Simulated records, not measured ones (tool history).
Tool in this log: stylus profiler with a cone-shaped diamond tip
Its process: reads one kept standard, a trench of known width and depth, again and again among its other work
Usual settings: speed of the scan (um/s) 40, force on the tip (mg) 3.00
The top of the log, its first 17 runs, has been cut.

run     day  speed of the scan (um/s)  force on the tip (mg)  scans with this tip  hours of work since the height scale was calibrated  depth of the trench (angstrom)  width of the trench's floor (µm)
 18  12.158                        34                   3.00                 2352                                                  186                          1007.0                             98.39
 19  12.596                        40                   8.31                 2407                                                  190                          1013.6                             98.46
 20  13.396                        40                   8.31                 2509                                                  198                          1014.0                             98.46
 21  14.142                        20                   7.98                 2605                                                  206                          1013.0                             98.53
 22  14.900                        20                   7.98                 2702                                                  213                          1013.2                             98.46
 23  15.671                        20                   5.99                 2801                                                  221                          1011.0                             98.49
 24  16.329                        20                   5.99                 2885                                                  228                          1011.6                             98.48
 25  17.225                        26                   3.00                 3000                                                  237                          1007.9                             98.39
 26  17.983                       124                   1.70                 3097                                                  244                          1005.4                             97.60
 27  18.629                       142                   1.83                 3179                                                  251                          1005.4                             97.44
 28  19.229                        67                   5.20                 3256                                                  257                          1010.3                             98.25
 29  20.050                        67                   5.20                 3361                                                  265                          1010.4                             98.29
 30  20.696                        67                   5.20                 3444                                                  272                          1010.4                             98.22
 31  21.458                        67                   5.20                 3542                                                  279                          1011.3                             98.19
 32  21.862                        67                   5.20                 3593                                                  284                          1010.5                             98.16
 33  22.321                        16                   5.07                 3652                                                  288                          1010.6                             98.45
 34  22.696                        92                   4.74                 3700                                                  292                          1009.4                             98.09
 35  23.575                        40                   1.13                 3813                                                  301                          1004.4                             98.10
 36  24.029                        44                   1.14                 3871                                                  305                          1003.8                             98.08

4 ways to go on from here, each from the tool as it stands after run 36. What would each give?
  A  24.883                        40                   6.54                 3980                                                  314                               ?                                 ?
  B  24.883                        63                   1.51                 3980                                                  314                               ?                                 ?
  C  24.883                        78                   1.14                 3980                                                  314                               ?                                 ?
  D  24.883                       128                   3.48                 3980                                                  314                               ?                                 ?

run  depth of the trench (angstrom)  width of the trench's floor (µm)
  A                          1012.1                             98.30
  B                          1005.2                             97.99
  C                          1003.6                             97.75
  D                          1008.8                             97.78
What these runs would have given with no unlogged condition in the tool:
run  depth of the trench (angstrom)  width of the trench's floor (µm)
  A                          1011.5                             98.56
  B                          1004.6                             98.25
  C                          1003.0                             98.00
  D                          1008.2                             98.04
